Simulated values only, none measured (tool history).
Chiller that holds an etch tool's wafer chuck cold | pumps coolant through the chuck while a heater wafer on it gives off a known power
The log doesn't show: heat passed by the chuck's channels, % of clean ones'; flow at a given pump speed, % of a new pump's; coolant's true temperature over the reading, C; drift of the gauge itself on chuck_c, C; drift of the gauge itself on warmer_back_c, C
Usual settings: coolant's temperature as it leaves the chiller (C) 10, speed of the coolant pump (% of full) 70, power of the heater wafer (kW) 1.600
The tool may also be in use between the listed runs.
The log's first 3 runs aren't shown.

run	hour	coolant's temperature as it leaves the chiller (C)	speed of the coolant pump (% of full)	power of the heater wafer (kW)	hours since the coolant was changed and the channels were flushed	hours since the pump was overhauled	hours since the chiller's thermometer was calibrated	chuck's temperature once it has settled (C)	how much warmer the coolant comes back (C)
4	68.6	10	99	1.600	4566	584	369	23.6	5.46
5	84.8	10	70	1.600	4582	601	385	29.7	7.97
6	120.7	13	70	1.600	4618	637	421	32.6	8.01
7	147.6	5	70	1.600	4645	663	448	24.6	8.02
8	167.1	10	70	2.399	4665	683	467	39.5	12.00
9	186.1	10	92	1.600	4684	702	486	24.7	5.89
10	203.1	10	92	1.600	4701	719	503	24.7	5.94
11	223.5	10	89	1.600	4721	739	524	25.4	6.13
12	244.7	10	89	1.600	4742	760	545	25.2	6.13
13	263.8	10	70	1.600	4761	780	564	29.5	8.02
14	293.4	10	70	1.600	4791	809	594	29.3	8.07
15	320.7	10	70	1.600	4818	836	621	29.5	8.01
16	354.2	8	70	1.600	4852	870	654	27.5	7.99
17	383.1	10	68	1.600	4881	899	683	30.1	8.33
18	401.9	10	68	1.600	4899	918	702	30.3	8.30
19	426.9	18	92	1.311	4924	943	727	30.1	4.91
20	461.1	2	92	1.311	4959	977	761	14.1	4.82
21	483.3	10	85	1.600	4981	999	784	26.0	6.50
22	507.3	19	77	1.686	5005	1023	808	37.7	7.59
23	522.7	19	77	1.686	5020	1038	823	37.5	7.63

Run 24 comes next. What will it give?
24	546.5	19	77	1.686	5044	1062	847	?	?

{"run 24": {"chuck's temperature once it has settled (C)": 37.9, "how much warmer the coolant comes back (C)": 7.56}}
Without the tool's hidden state the same run would have given chuck's temperature once it has settled (C) 37.9, how much warmer the coolant comes back (C) 7.56.

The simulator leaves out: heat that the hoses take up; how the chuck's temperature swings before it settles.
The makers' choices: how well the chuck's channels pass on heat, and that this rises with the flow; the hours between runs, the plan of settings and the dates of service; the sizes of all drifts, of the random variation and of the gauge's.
